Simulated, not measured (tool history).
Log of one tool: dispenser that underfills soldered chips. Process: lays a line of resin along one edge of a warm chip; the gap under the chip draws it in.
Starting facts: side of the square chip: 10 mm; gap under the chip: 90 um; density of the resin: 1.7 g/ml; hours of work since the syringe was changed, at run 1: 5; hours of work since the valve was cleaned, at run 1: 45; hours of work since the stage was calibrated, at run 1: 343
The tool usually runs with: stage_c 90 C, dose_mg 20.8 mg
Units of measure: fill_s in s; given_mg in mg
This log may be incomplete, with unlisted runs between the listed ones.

run,hour,stage_c,dose_mg,hours of work since the syringe was changed,hours of work since the valve was cleaned,hours of work since the stage was calibrated,fill_s,given_mg
1,0.0,90,20.8,5,45,343,53.1,19.79
# hour 4.8: new syringe of resin
2,8.8,90,19.5,3,51,350,49.1,18.61
# hour 16.0: new syringe of resin
3,18.6,82,20.8,2,58,357,61.9,19.60
# hour 25.2: dispensing valve cleaned and set on the balance
# hour 27.8: new syringe of resin
4,30.5,82,20.8,2,4,365,59.1,20.55
# hour 39.1: new syringe of resin
5,41.0,99,20.8,1,12,373,32.2,20.63
# hour 50.2: new syringe of resin
6,51.7,99,20.8,1,19,381,31.9,20.20
# hour 60.7: new syringe of resin
7,62.4,99,20.8,1,27,389,31.9,20.44
# hour 71.2: new syringe of resin
8,71.2,90,20.8,0,34,395,40.4,20.30
# hour 77.7: stage's temperature calibrated
# hour 83.4: new syringe of resin
9,85.4,90,20.8,2,44,6,48.5,19.94
10,92.5,90,20.8,7,49,11,66.3,19.90
# hour 94.1: new syringe of resin
11,99.8,90,20.8,4,54,16,56.1,19.68
# hour 105.0: new syringe of resin
12,108.6,90,20.8,3,61,23,52.8,19.70
# hour 112.0: dispensing valve cleaned and set on the balance
# hour 116.8: new syringe of resin
13,117.7,90,20.8,1,4,29,46.4,20.82
14,126.5,78,20.8,7,11,35,102.4,20.53
# hour 127.5: new syringe of resin
15,134.3,104,20.8,5,16,41,36.0,20.34
# hour 138.3: new syringe of resin
16,143.5,104,20.8,4,23,48,34.6,20.32
# hour 148.7: new syringe of resin
17,155.0,104,20.8,5,32,56,36.7,20.14
# hour 159.4: new syringe of resin
18,165.1,105,26.3,4,39,64,32.7,25.37
# hour 170.1: new syringe of resin
19,174.0,105,26.3,3,46,70,30.9,25.30
# hour 180.9: new syringe of resin
20,184.2,84,24.0,3,53,78,61.8,22.85
# hour 191.8: new syringe of resin
21,193.3,78,20.8,1,60,85,73.6,19.65
# hour 197.9: dispensing valve cleaned and set on the balance
# hour 203.2: new syringe of resin
22,203.9,94,23.9,1,4,92,37.6,23.81
23,210.8,92,23.3,6,10,97,54.3,23.23
# hour 214.6: new syringe of resin
24,218.8,92,25.9,3,15,103,46.9,25.63
# hour 225.5: new syringe of resin
25,230.6,86,18.3,4,24,111,65.6,18.05
# hour 236.5: new syringe of resin
26,243.3,81,21.9,5,34,121,80.1,21.44
# hour 247.4: new syringe of resin
27,253.3,81,21.9,4,41,128,74.6,21.01
# hour 258.1: new syringe of resin
28,264.1,81,21.9,5,49,136,76.0,20.94

Forecast run 29:
# hour 269.0: new syringe of resin
29,270.9,79,24.5,1,54,141,?,?

Run 29 produced fill_s 67.6 s, given_mg 23.34 mg.
Without the tool's hidden state the same run would have given fill_s 64.4 s, given_mg 24.52 mg.
